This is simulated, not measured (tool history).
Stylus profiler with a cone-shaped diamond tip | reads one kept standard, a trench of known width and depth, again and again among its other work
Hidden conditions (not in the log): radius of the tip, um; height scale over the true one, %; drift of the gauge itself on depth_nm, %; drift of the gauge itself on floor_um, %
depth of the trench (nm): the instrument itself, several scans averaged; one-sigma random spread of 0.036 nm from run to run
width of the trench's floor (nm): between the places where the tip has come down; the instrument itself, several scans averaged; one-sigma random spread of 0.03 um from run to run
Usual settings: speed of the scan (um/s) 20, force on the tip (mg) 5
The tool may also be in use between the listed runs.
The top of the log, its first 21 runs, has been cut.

| run | day | speed of the scan (um/s) | force on the tip (mg) | scans with this tip | hours of work since the height scale was calibrated | depth of the trench (nm) | width of the trench's floor (nm) |
|---|---|---|---|---|---|---|---|
| 22 | 62.754 | 20 | 5 | 18811 | 1752 | 100.51 | 48160 |
| 23 | 66.508 | 20 | 2.72 | 19264 | 1795 | 100.09 | 48140 |
| 24 | 69.733 | 20 | 2.72 | 19653 | 1831 | 100.13 | 48130 |
| 25 | 73.171 | 66 | 4.05 | 20068 | 1870 | 100.34 | 48030 |
| 26 | 76.075 | 15 | 10.32 | 20419 | 1902 | 101.04 | 48110 |
| 27 | 78.333 | 17 | 3.33 | 20692 | 1928 | 100.17 | 48150 |
| 28 | 81.679 | 80 | 3.25 | 21095 | 1965 | 100.2 | 47960 |
| 29 | 83.883 | 11 | 4.16 | 21361 | 1990 | 100.32 | 48120 |
| 30 | 85.646 | 50 | 13.46 | 21574 | 2010 | 101.32 | 48110 |
| 31 | 88.125 | 7 | 4.52 | 21873 | 2038 | 100.32 | 48120 |
| 32 | 90.571 | 29 | 4.19 | 22169 | 2065 | 100.26 | 48070 |
| 33 | 92.275 | 29 | 4.19 | 22374 | 2084 | 100.26 | 48040 |
| 34 | 94.112 | 20 | 2.82 | 22596 | 2105 | 100.11 | 48080 |
| 35 | 97.433 | 20 | 2.82 | 22997 | 2142 | 99.98 | 48090 |
| 36 | 100.017 | 16 | 6.35 | 23309 | 2171 | 100.5 | 48030 |
| 37 | 104.162 | 16 | 5.77 | 23809 | 2218 | 100.48 | 48080 |
| 38 | 106.046 | 16 | 5.33 | 24037 | 2239 | 100.45 | 48070 |
| 39 | 109.154 | 10 | 5.84 | 24412 | 2274 | 100.48 | 48130 |
| 40 | 111.654 | 7 | 14.91 | 24714 | 2302 | 101.43 | 48050 |
| 41 | 115.783 | 20 | 6.9 | 25212 | 2349 | 100.55 | 48080 |
| 42 | 119.783 | 20 | 3.25 | 25695 | 2394 | 100 | 48050 |
| 43 | 121.546 | 5 | 6.7 | 25908 | 2414 | 100.49 | 48050 |
|  | 121.896 | height scale calibrated on a step standard |
| 44 | 124.167 | 5 | 3.82 | 26221 | 26 | 100.84 | 48040 |
| 45 | 125.9 | 6 | 2.21 | 26430 | 45 | 100.57 | 48050 |
| 46 | 127.825 | 73 | 10.06 | 26663 | 67 | 101.56 | 47880 |

3 ways to go on from here, each from the tool as it stands after run 46. What would each give?
| A | 130.038 | 21 | 3.11 | 26930 | 92 | ? | ? |
| B | 130.038 | 10 | 1.72 | 26930 | 92 | ? | ? |
| C | 130.038 | 73 | 2.03 | 26930 | 92 | ? | ? |

| run | depth of the trench (nm) | width of the trench's floor (nm) |
|---|---|---|
| A | 100.66 | 48030 |
| B | 100.47 | 48060 |
| C | 100.54 | 47800 |
With the hidden condition removed and each run's random variation left untouched, the same runs would have given:
| run | depth of the trench (nm) | width of the trench's floor (nm) |
|---|---|---|
| A | 100.7 | 48580 |
| B | 100.52 | 48610 |
| C | 100.58 | 48340 |
